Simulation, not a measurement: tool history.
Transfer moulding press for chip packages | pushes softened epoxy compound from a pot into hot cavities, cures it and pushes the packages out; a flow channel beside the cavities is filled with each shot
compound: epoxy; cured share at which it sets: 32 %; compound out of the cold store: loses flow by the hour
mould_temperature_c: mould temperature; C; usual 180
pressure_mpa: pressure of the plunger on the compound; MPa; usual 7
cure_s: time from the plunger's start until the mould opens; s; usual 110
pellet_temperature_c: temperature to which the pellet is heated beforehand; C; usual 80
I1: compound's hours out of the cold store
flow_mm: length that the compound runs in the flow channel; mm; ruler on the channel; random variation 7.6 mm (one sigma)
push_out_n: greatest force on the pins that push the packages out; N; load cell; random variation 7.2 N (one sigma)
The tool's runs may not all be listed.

Run 1, hour 0: usual settings; I1 41.3. Result: flow_mm 862 mm, push_out_n 307 N.
At hour 27.2: cavities cleaned with cleaning compound and waxed.
Run 2, hour 38.6: usual settings; I1 38.5. Result: flow_mm 874 mm, push_out_n 296 N.
At hour 98.6: cavities cleaned with cleaning compound and waxed.
Run 3, hour 99: usual settings; I1 29.8. Result: flow_mm 891 mm, push_out_n 291 N.
At hour 172.2: cavities cleaned with cleaning compound and waxed.
Run 4, hour 176.6: usual settings; I1 43.9. Result: flow_mm 862 mm, push_out_n 304 N.
At hour 196.7: plunger's sealing rings changed.
At hour 244.5: cavities cleaned with cleaning compound and waxed.
At hour 251: mould's thermocouples calibrated.
Run 5, hour 262.2: usual settings; I1 17.1. Result: flow_mm 940 mm, push_out_n 310 N.
Run 6, hour 307.6: usual settings but pellet_temperature_c 73 C; I1 25. Result: flow_mm 908 mm, push_out_n 310 N.
At hour 319.5: cavities cleaned with cleaning compound and waxed.
At hour 392.7: cavities cleaned with cleaning compound and waxed.
Run 7, hour 395.6: usual settings but pellet_temperature_c 84 C; I1 41.5. Result: flow_mm 872 mm, push_out_n 295 N.
Run 8, hour 446.6: usual settings but pellet_temperature_c 84 C; I1 32. Result: flow_mm 888 mm, push_out_n 292 N.
At hour 465.4: cavities cleaned with cleaning compound and waxed.
Run 9, hour 515.5: usual settings but pellet_temperature_c 81 C; I1 25.3. Result: flow_mm 908 mm, push_out_n 294 N.
At hour 541.3: cavities cleaned with cleaning compound and waxed.
Run 10, hour 603.5: usual settings but pellet_temperature_c 76 C; I1 20. Result: flow_mm 916 mm, push_out_n 312 N.
At hour 617: cavities cleaned with cleaning compound and waxed.
At hour 686.3: cavities cleaned with cleaning compound and waxed.
Run 11, hour 686.3: usual settings but mould_temperature_c 181 C, pressure_mpa 8.15 MPa, cure_s 133 s, pellet_temperature_c 75 C; I1 24.9. Result: flow_mm 972 mm, push_out_n 246 N.
Run 12, hour 727.6: usual settings but pressure_mpa 7.35 MPa, cure_s 95 s; I1 41. Result: flow_mm 875 mm, push_out_n 379 N.
At hour 757.9: cavities cleaned with cleaning compound and waxed.
Run 13, hour 803.7: usual settings but pressure_mpa 8.09 MPa; I1 39.1. Result: flow_mm 931 mm, push_out_n 295 N.
At hour 820.9: plunger's sealing rings changed.
At hour 834.1: cavities cleaned with cleaning compound and waxed.
Run 14, hour 883.9: usual settings but pressure_mpa 8.09 MPa, cure_s 149 s, pellet_temperature_c 76 C; I1 8.2. Result: flow_mm 1019 mm, push_out_n 252 N.
At hour 903.3: cavities cleaned with cleaning compound and waxed.
Run 15, hour 964.6: usual settings but mould_temperature_c 173 C, pressure_mpa 7.11 MPa, cure_s 109 s, pellet_temperature_c 87 C; I1 44.5. Result: flow_mm 868 mm, push_out_n 453 N.
At hour 972.5: cavities cleaned with cleaning compound and waxed.
At hour 1043.9: cavities cleaned with cleaning compound and waxed.
Run 16, hour 1044.4: usual settings but mould_temperature_c 173 C, pressure_mpa 7.11 MPa, cure_s 109 s, pellet_temperature_c 87 C; I1 22.8. Result: flow_mm 936 mm, push_out_n 475 N.
At hour 1114.4: cavities cleaned with cleaning compound and waxed.
Run 17, hour 1132.7: usual settings but mould_temperature_c 173 C, pressure_mpa 7.11 MPa, cure_s 109 s, pellet_temperature_c 87 C; I1 35.4. Result: flow_mm 913 mm, push_out_n 459 N.
At hour 1186.5: cavities cleaned with cleaning compound and waxed.
Run 18, hour 1217: usual settings but mould_temperature_c 183 C, pressure_mpa 5.2 MPa, cure_s 92 s, pellet_temperature_c 84 C; I1 14.7. Result: flow_mm 796 mm, push_out_n 346 N.
At hour 1259.1: cavities cleaned with cleaning compound and waxed.
Run 19, hour 1280.6: usual settings but mould_temperature_c 183 C, pressure_mpa 5.2 MPa, cure_s 92 s, pellet_temperature_c 84 C; I1 46.9. Result: flow_mm 736 mm, push_out_n 333 N.

Forecast each of these 4 alternatives for the next run:
At hour 1329.5: cavities cleaned with cleaning compound and waxed.
Run A, hour 1349: usual settings but mould_temperature_c 177 C, pressure_mpa 7.05 MPa, cure_s 93 s, pellet_temperature_c 84 C; I1 23.8. Result: flow_mm ?, push_out_n ?.
At hour 1329.5: cavities cleaned with cleaning compound and waxed.
Run B, hour 1349: usual settings but cure_s 121 s, pellet_temperature_c 85 C; I1 32.6. Result: flow_mm ?, push_out_n ?.
At hour 1329.5: cavities cleaned with cleaning compound and waxed.
Run C, hour 1349: usual settings but mould_temperature_c 183 C, pressure_mpa 5.3 MPa, cure_s 124 s, pellet_temperature_c 74 C; I1 17.2. Result: flow_mm ?, push_out_n ?.
At hour 1329.5: cavities cleaned with cleaning compound and waxed.
Run D, hour 1349: usual settings but mould_temperature_c 183 C, pressure_mpa 5.61 MPa, cure_s 108 s, pellet_temperature_c 86 C; I1 42.1. Result: flow_mm ?, push_out_n ?.

run  flow_mm  push_out_n
  A      917         516
  B      883         263
  C      804         247
  D      777         263
Without the tool's hidden state the same runs would have given:
run  flow_mm  push_out_n
  A      917         514
  B      884         262
  C      805         246
  D      778         262
